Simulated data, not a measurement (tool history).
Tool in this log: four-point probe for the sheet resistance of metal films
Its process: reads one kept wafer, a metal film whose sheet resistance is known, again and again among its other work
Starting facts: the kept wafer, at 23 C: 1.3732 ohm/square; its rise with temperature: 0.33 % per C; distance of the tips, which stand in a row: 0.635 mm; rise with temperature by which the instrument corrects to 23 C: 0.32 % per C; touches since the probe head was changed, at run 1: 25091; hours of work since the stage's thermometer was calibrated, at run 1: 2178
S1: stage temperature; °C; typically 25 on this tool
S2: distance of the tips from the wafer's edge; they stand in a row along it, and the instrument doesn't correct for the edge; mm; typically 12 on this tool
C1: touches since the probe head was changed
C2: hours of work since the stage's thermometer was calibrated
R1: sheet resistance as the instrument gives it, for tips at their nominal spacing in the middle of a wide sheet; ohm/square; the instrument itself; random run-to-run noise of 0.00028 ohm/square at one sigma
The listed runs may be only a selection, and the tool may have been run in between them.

run	hour	S1	S2	C1	C2	R1
1	0.0	25	12	25091	2178	1.371063
2	18.9	25	12	25663	2193	1.370631
3	36.8	25	12	26202	2207	1.371241
4	65.0	25	12	27057	2229	1.370898
5	83.8	25	12	27625	2244	1.370621
6	100.1	25	12	28118	2256	1.371130
7	127.0	25	12	28932	2278	1.370728
8	153.8	25	12	29742	2299	1.370466
9	178.0	29	12	30474	2318	1.371295
10	195.6	29	12	31008	2331	1.371126
11	214.6	29	12	31584	2346	1.370911
12	239.5	29	12	32335	2366	1.370427
13	267.8	29	12	33193	2388	1.371314
# hour 289.1: stage's thermometer calibrated
14	298.8	30	12	34115	8	1.369168
15	314.1	25	56	34576	20	1.366005
16	329.0	25	56	35027	31	1.365920
17	343.4	25	56	35464	43	1.365685
18	365.4	25	12	36129	60	1.367884
19	379.9	25	12	36567	71	1.367962
# hour 393.8: stage's thermometer calibrated, once more
20	405.5	25	12	37328	9	1.372651
21	428.3	22	16	38016	27	1.371014
22	449.5	22	16	38658	44	1.371092
23	464.4	31	62	39108	55	1.372008
24	486.4	31	62	39775	73	1.371574
25	503.9	31	62	40304	86	1.371069
26	519.6	31	62	40779	99	1.371465
27	546.6	31	62	41597	120	1.371424
28	561.9	20	4	42058	132	1.387467
29	588.3	23	5	42856	153	1.381028
30	604.4	23	5	43343	165	1.381412
31	634.1	23	5	44244	189	1.381723
32	651.3	23	5	44763	202	1.381235
33	668.3	34	15	45277	215	1.372657
34	685.0	34	15	45784	228	1.371397
35	716.9	34	15	46749	254	1.372124
36	735.7	34	15	47316	268	1.372466
37	766.5	21	9	48249	292	1.372351
38	798.2	32	18	49209	317	1.370987

Below are 5 alternative next runs, each starting from the tool's condition after run 38. Predict each:
A	823.4	27	3	49969	337	?
B	823.4	21	3	49969	337	?
C	823.4	32	3	49969	337	?
D	823.4	34	52	49969	337	?
E	823.4	35	61	49969	337	?

run	R1
A	1.401949
B	1.400927
C	1.402725
D	1.371190
E	1.371121
Take away the tool's hidden state, keep each run's random variation, and the runs would have read:
run	R1
A	1.406411
B	1.405394
C	1.407183
D	1.375553
E	1.375482

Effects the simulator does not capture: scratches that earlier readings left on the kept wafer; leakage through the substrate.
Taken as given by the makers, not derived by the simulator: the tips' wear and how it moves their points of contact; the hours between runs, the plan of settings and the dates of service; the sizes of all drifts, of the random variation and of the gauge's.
